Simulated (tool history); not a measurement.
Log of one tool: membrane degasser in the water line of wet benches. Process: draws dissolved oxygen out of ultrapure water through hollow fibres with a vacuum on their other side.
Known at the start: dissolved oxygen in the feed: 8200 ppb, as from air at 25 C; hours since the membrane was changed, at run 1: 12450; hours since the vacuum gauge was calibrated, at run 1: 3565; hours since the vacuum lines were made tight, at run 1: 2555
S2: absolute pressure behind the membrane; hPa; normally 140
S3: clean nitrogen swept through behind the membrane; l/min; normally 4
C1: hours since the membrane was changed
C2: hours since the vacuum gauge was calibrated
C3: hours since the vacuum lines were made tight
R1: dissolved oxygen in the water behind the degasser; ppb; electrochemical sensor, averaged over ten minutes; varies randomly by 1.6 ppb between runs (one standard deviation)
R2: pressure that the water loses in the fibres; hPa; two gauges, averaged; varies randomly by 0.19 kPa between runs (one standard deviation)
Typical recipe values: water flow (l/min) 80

{"run": 1, "hour": 0.0, "water flow (l/min)": 80, "S2": 140, "S3": 4, "C1": 12450, "C2": 3565, "C3": 2555, "R1": 458.8, "R2": 391.4}
{"run": 2, "hour": 249.4, "water flow (l/min)": 80, "S2": 140, "S3": 4, "C1": 12699, "C2": 3815, "C3": 2805, "R1": 458.8, "R2": 393.9}
{"run": 3, "hour": 471.6, "water flow (l/min)": 80, "S2": 140, "S3": 3.64, "C1": 12921, "C2": 4037, "C3": 3027, "R1": 495, "R2": 391.7}
{"run": 4, "hour": 721.3, "water flow (l/min)": 80, "S2": 140, "S3": 4, "C1": 13171, "C2": 4287, "C3": 3276, "R1": 460.5, "R2": 392.2}
{"run": 5, "hour": 1003.0, "water flow (l/min)": 80, "S2": 140, "S3": 5.51, "C1": 13453, "C2": 4568, "C3": 3558, "R1": 346.9, "R2": 393.1}
{"run": 6, "hour": 1281.2, "water flow (l/min)": 80, "S2": 140, "S3": 4, "C1": 13731, "C2": 4846, "C3": 3836, "R1": 463.2, "R2": 394.7}
{"run": 7, "hour": 1500.8, "water flow (l/min)": 80, "S2": 104, "S3": 4, "C1": 13950, "C2": 5066, "C3": 4056, "R1": 312, "R2": 396.8}
{"run": 8, "hour": 1736.3, "water flow (l/min)": 80, "S2": 140, "S3": 4.91, "C1": 14186, "C2": 5302, "C3": 4291, "R1": 384.9, "R2": 393.3}
{"run": 9, "hour": 1995.8, "water flow (l/min)": 80, "S2": 140, "S3": 4.91, "C1": 14445, "C2": 5561, "C3": 4551, "R1": 386.4, "R2": 395}
{"run": 10, "hour": 2189.8, "water flow (l/min)": 69, "S2": 291, "S3": 10.26, "C1": 14640, "C2": 5755, "C3": 4745, "R1": 401, "R2": 336.8}
{"run": 11, "hour": 2520.4, "water flow (l/min)": 69, "S2": 291, "S3": 10.26, "C1": 14970, "C2": 6086, "C3": 5076, "R1": 400.9, "R2": 337.6}
{"run": 12, "hour": 2835.0, "water flow (l/min)": 126, "S2": 193, "S3": 4, "C1": 15285, "C2": 6400, "C3": 5390, "R1": 970.8, "R2": 620.4}
{"hour": 3073.0, "done": "vacuum gauge calibrated"}
{"run": 13, "hour": 3099.9, "water flow (l/min)": 52, "S2": 322, "S3": 2.54, "C1": 15549, "C2": 27, "C3": 5655, "R1": 1155.4, "R2": 255}
{"run": 14, "hour": 3396.5, "water flow (l/min)": 125, "S2": 112, "S3": 4.24, "C1": 15846, "C2": 324, "C3": 5951, "R1": 487.9, "R2": 614.2}
{"run": 15, "hour": 3703.4, "water flow (l/min)": 125, "S2": 112, "S3": 4.24, "C1": 16153, "C2": 630, "C3": 6258, "R1": 487.8, "R2": 614.4}
{"run": 16, "hour": 3900.8, "water flow (l/min)": 80, "S2": 140, "S3": 8.15, "C1": 16350, "C2": 828, "C3": 6455, "R1": 246.1, "R2": 392.3}
{"run": 17, "hour": 4156.5, "water flow (l/min)": 80, "S2": 140, "S3": 8.15, "C1": 16606, "C2": 1084, "C3": 6711, "R1": 243.7, "R2": 391.5}
{"run": 18, "hour": 4493.8, "water flow (l/min)": 80, "S2": 140, "S3": 8.15, "C1": 16943, "C2": 1421, "C3": 7048, "R1": 244.6, "R2": 390.3}

What if the next run were any one of these 3? Each begins from the tool's condition after run 18:
{"run": "A", "hour": 4664.0, "water flow (l/min)": 63, "S2": 147, "S3": 8.15, "C1": 17113, "C2": 1591, "C3": 7219, "R1": "?", "R2": "?"}
{"run": "B", "hour": 4664.0, "water flow (l/min)": 91, "S2": 92, "S3": 6.38, "C1": 17113, "C2": 1591, "C3": 7219, "R1": "?", "R2": "?"}
{"run": "C", "hour": 4664.0, "water flow (l/min)": 80, "S2": 205, "S3": 2.01, "C1": 17113, "C2": 1591, "C3": 7219, "R1": "?", "R2": "?"}

run=A R1=208.3 R2=311.3
run=B R1=197 R2=444.5
run=C R1=1214.3 R2=394.3
With no hidden state in the tool, these same runs would have given:
run=A R1=208.2 R2=310.8
run=B R1=196.9 R2=443.8
run=C R1=1214.1 R2=393.7
